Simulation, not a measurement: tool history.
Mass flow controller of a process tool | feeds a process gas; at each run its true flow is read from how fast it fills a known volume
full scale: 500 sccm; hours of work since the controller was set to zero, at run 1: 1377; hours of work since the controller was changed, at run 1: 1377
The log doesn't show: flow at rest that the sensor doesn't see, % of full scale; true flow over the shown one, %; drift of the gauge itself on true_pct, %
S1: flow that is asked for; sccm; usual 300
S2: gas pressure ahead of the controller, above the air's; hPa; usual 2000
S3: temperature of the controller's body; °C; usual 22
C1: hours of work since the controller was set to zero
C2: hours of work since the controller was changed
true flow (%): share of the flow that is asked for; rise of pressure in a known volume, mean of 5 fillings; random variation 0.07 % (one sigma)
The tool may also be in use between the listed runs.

Run 1, hour 0: usual settings; C1 1377; C2 1377. Result: true flow (%) 98.4.
Run 2, hour 257.9: usual settings; C1 1478; C2 1478. Result: true flow (%) 98.41.
Run 3, hour 703.6: usual settings; C1 1652; C2 1652. Result: true flow (%) 98.28.
Run 4, hour 1076.9: usual settings; C1 1798; C2 1798. Result: true flow (%) 98.42.
Run 5, hour 1510.9: usual settings but S3 32 °C; C1 1967; C2 1967. Result: true flow (%) 99.38.
Run 6, hour 1958.3: usual settings but S3 32 °C; C1 2142; C2 2142. Result: true flow (%) 99.36.
Run 7, hour 2289.8: usual settings; C1 2272; C2 2272. Result: true flow (%) 98.4.
Run 8, hour 2717.1: usual settings; C1 2439; C2 2439. Result: true flow (%) 98.44.
Run 9, hour 3058.6: usual settings; C1 2572; C2 2572. Result: true flow (%) 98.47.
Run 10, hour 3315.7: usual settings; C1 2673; C2 2673. Result: true flow (%) 98.46.
Run 11, hour 3760.5: usual settings but S3 32 °C; C1 2846; C2 2846. Result: true flow (%) 99.45.
Run 12, hour 3977.4: usual settings; C1 2931; C2 2931. Result: true flow (%) 98.37.
Run 13, hour 4238.5: usual settings; C1 3033; C2 3033. Result: true flow (%) 98.31.
Run 14, hour 4539.2: usual settings; C1 3151; C2 3151. Result: true flow (%) 98.5.
Run 15, hour 4934: usual settings; C1 3305; C2 3305. Result: true flow (%) 98.34.
Run 16, hour 5290.2: usual settings; C1 3444; C2 3444. Result: true flow (%) 98.36.
Run 17, hour 5686.5: usual settings; C1 3599; C2 3599. Result: true flow (%) 98.48.
Run 18, hour 6129.2: usual settings but S2 1420 hPa; C1 3772; C2 3772. Result: true flow (%) 98.74.
Run 19, hour 6573.1: usual settings but S2 1420 hPa; C1 3945; C2 3945. Result: true flow (%) 98.65.
Run 20, hour 6925.8: usual settings but S2 1420 hPa; C1 4083; C2 4083. Result: true flow (%) 98.71.
Run 21, hour 7274.5: usual settings but S2 1420 hPa; C1 4219; C2 4219. Result: true flow (%) 98.64.
Run 22, hour 7629: usual settings but S2 1690 hPa; C1 4358; C2 4358. Result: true flow (%) 98.52.
Run 23, hour 7817.4: usual settings but S1 190 sccm, S2 2230 hPa, S3 36 °C; C1 4431; C2 4431. Result: true flow (%) 99.06.
Run 24, hour 8016.9: usual settings but S1 62 sccm, S2 2240 hPa, S3 38 °C; C1 4509; C2 4509. Result: true flow (%) 98.44.
Run 25, hour 8254.2: usual settings but S1 91 sccm, S2 2490 hPa, S3 31 °C; C1 4602; C2 4602. Result: true flow (%) 97.78.
Run 26, hour 8604.1: usual settings but S1 286 sccm, S2 1850 hPa, S3 31 °C; C1 4739; C2 4739. Result: true flow (%) 99.2.
Run 27, hour 9055.1: usual settings but S3 28 °C; C1 4915; C2 4915. Result: true flow (%) 99.
Run 28, hour 9367.2: usual settings but S1 188 sccm, S3 37 °C; C1 5037; C2 5037. Result: true flow (%) 99.27.
Run 29, hour 9651.7: usual settings but S1 188 sccm, S3 37 °C; C1 5148; C2 5148. Result: true flow (%) 99.15.
Run 30, hour 10102.1: usual settings but S1 188 sccm, S3 37 °C; C1 5324; C2 5324. Result: true flow (%) 99.44.
At hour 10232.2: controller exchanged for a calibrated one.
Run 31, hour 10504.9: usual settings but S1 190 sccm, S2 1780 hPa, S3 31 °C; C1 107; C2 107. Result: true flow (%) 98.6.
Run 32, hour 10914.5: usual settings but S1 190 sccm, S2 1780 hPa, S3 31 °C; C1 267; C2 267. Result: true flow (%) 98.73.
Run 33, hour 11262.1: usual settings but S1 152 sccm, S3 30 °C; C1 402; C2 402. Result: true flow (%) 98.12.
Run 34, hour 11676.8: usual settings but S1 152 sccm, S3 30 °C; C1 564; C2 564. Result: true flow (%) 98.36.
Run 35, hour 11957.6: usual settings but S1 98 sccm, S3 30 °C; C1 674; C2 674. Result: true flow (%) 97.89.
Run 36, hour 12363.8: usual settings but S1 98 sccm, S3 30 °C; C1 833; C2 833. Result: true flow (%) 97.92.
Run 37, hour 12672.4: usual settings but S1 98 sccm, S3 30 °C; C1 953; C2 953. Result: true flow (%) 97.86.
Run 38, hour 13080.7: usual settings but S1 398 sccm, S2 1630 hPa, S3 20 °C; C1 1113; C2 1113. Result: true flow (%) 98.96.
Run 39, hour 13493.7: usual settings but S2 1470 hPa, S3 37 °C; C1 1274; C2 1274. Result: true flow (%) 100.38.
Run 40, hour 13817.9: usual settings but S1 158 sccm, S2 1700 hPa, S3 31 °C; C1 1401; C2 1401. Result: true flow (%) 98.56.
Run 41, hour 14222.2: usual settings but S1 158 sccm, S2 1700 hPa, S3 31 °C; C1 1559; C2 1559. Result: true flow (%) 98.6.
Run 42, hour 14557.5: usual settings but S1 53 sccm, S3 23 °C; C1 1690; C2 1690. Result: true flow (%) 96.97.
Run 43, hour 14971.5: usual settings but S1 474 sccm, S2 1700 hPa, S3 33 °C; C1 1852; C2 1852. Result: true flow (%) 100.78.
Run 44, hour 15298.4: usual settings but S1 474 sccm, S2 1700 hPa, S3 33 °C; C1 1979; C2 1979. Result: true flow (%) 100.75.

Forecast each of these 5 alternatives for the next run:
Run A, hour 15640.8: usual settings but S1 351 sccm, S2 1550 hPa, S3 21 °C; C1 2113; C2 2113. Result: true flow (%) ?.
Run B, hour 15640.8: usual settings but S1 283 sccm, S2 2050 hPa, S3 37 °C; C1 2113; C2 2113. Result: true flow (%) ?.
Run C, hour 15640.8: usual settings but S1 474 sccm, S2 1700 hPa, S3 31 °C; C1 2113; C2 2113. Result: true flow (%) ?.
Run D, hour 15640.8: usual settings; C1 2113; C2 2113. Result: true flow (%) ?.
Run E, hour 15640.8: usual settings but S2 1450 hPa, S3 30 °C; C1 2113; C2 2113. Result: true flow (%) ?.

run  true flow (%)
  A          98.71
  B          99.92
  C         100.66
  D          98.37
  E          99.54
Without the tool's hidden state the same runs would have given:
run  true flow (%)
  A          98.71
  B          99.91
  C         100.66
  D          98.37
  E          99.54
